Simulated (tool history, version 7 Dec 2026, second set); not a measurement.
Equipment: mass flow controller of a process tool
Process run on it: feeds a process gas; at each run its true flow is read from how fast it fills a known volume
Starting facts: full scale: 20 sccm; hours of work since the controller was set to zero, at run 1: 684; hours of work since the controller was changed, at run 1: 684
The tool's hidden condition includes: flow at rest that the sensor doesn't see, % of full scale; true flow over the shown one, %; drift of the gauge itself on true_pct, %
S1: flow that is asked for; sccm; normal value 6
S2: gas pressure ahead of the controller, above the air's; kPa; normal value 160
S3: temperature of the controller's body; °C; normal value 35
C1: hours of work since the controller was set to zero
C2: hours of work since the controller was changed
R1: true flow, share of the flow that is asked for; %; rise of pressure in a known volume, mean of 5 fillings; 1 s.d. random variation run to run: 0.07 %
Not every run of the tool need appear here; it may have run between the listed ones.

run	hour	S1	S2	S3	C1	C2	R1
1	0.0	6	160	35	684	684	96.00
2	515.9	6	160	35	967	967	95.64
3	1099.6	6	160	36	1287	1287	94.84
4	1405.1	6	160	35	1455	1455	94.99
5	1920.5	6	160	35	1738	1738	94.85
6	2160.5	6	175	35	1870	1870	94.62
7	2436.2	6	175	35	2021	2021	94.43
8	2731.7	6	175	35	2183	2183	94.16
9	3025.3	6	175	35	2344	2344	94.03
10	3271.0	6	175	35	2479	2479	93.86
11	3593.2	6	175	37	2656	2656	93.45
12	4010.9	6	175	37	2885	2885	93.21
13	4515.4	6	175	37	3162	3162	92.78
14	4908.6	3	160	35	3378	3378	91.29
15	5366.9	3	160	33	3629	3629	91.16
16	5662.6	3	160	33	3792	3792	90.70
17	6048.7	3	160	33	4004	4004	90.59
18	6373.2	13	160	35	4182	4182	93.71
19	6918.2	6	160	39	4481	4481	91.11
20	7491.1	6	160	29	4795	4795	91.85
21	8041.9	6	160	20	5098	5098	92.72
22	8332.0	6	160	20	5257	5257	92.45
23	8766.8	6	160	20	5495	5495	92.22
# hour 9160.9: controller exchanged for a calibrated one
24	9216.8	15	160	35	31	31	97.59
25	9573.0	9	233	35	226	226	96.56
26	9871.9	8	255	38	390	390	95.93
27	10136.5	2	161	32	535	535	94.92
28	10391.5	8	259	21	675	675	97.63
29	10691.2	8	259	20	840	840	97.56
30	11273.4	8	259	20	1159	1159	97.27
31	11775.5	7	230	21	1435	1435	96.49
32	12197.0	7	230	21	1666	1666	96.34
33	12775.8	14	230	21	1984	1984	97.29
34	13239.3	6	141	34	2238	2238	93.74
35	13545.9	6	170	22	2407	2407	94.93
36	14047.3	6	170	22	2682	2682	94.71
37	14504.4	3	264	21	2933	2933	93.19
38	14783.0	8	164	23	3086	3086	94.74
39	15279.1	8	164	23	3358	3358	94.23
40	15642.8	7	177	24	3557	3557	93.84
41	16218.0	6	160	24	3873	3873	93.12
42	16803.6	3	160	31	4195	4195	90.16
43	17068.4	3	160	31	4340	4340	89.83
44	17346.1	3	160	31	4492	4492	89.62
45	17683.7	13	223	25	4678	4678	93.94
46	18272.3	5	184	35	5001	5001	89.91
47	18811.7	6	270	27	5297	5297	91.28
48	19367.2	5	240	27	5602	5602	90.27

Difference, measured minus no-hidden-state, one row per run. Run-to-run variation is common to both terms; the gauge's own scatter need not be:
run	R1
1	-0.72
2	-1.03
3	-1.41
4	-1.60
5	-1.90
6	-2.06
7	-2.24
8	-2.41
9	-2.59
10	-2.73
11	-2.95
12	-3.23
13	-3.54
14	-4.90
15	-5.27
16	-5.50
17	-5.79
18	-3.96
19	-5.06
20	-5.43
21	-5.78
22	-5.97
23	-6.24
24	-0.35
25	-0.58
26	-0.77
27	-1.45
28	-1.06
29	-1.24
30	-1.57
31	-1.91
32	-2.19
33	-2.23
34	-2.93
35	-3.13
36	-3.43
37	-4.70
38	-3.60
39	-3.92
40	-4.27
41	-4.81
42	-6.56
43	-6.76
44	-6.99
45	-4.86
46	-6.41
47	-6.44
48	-7.14

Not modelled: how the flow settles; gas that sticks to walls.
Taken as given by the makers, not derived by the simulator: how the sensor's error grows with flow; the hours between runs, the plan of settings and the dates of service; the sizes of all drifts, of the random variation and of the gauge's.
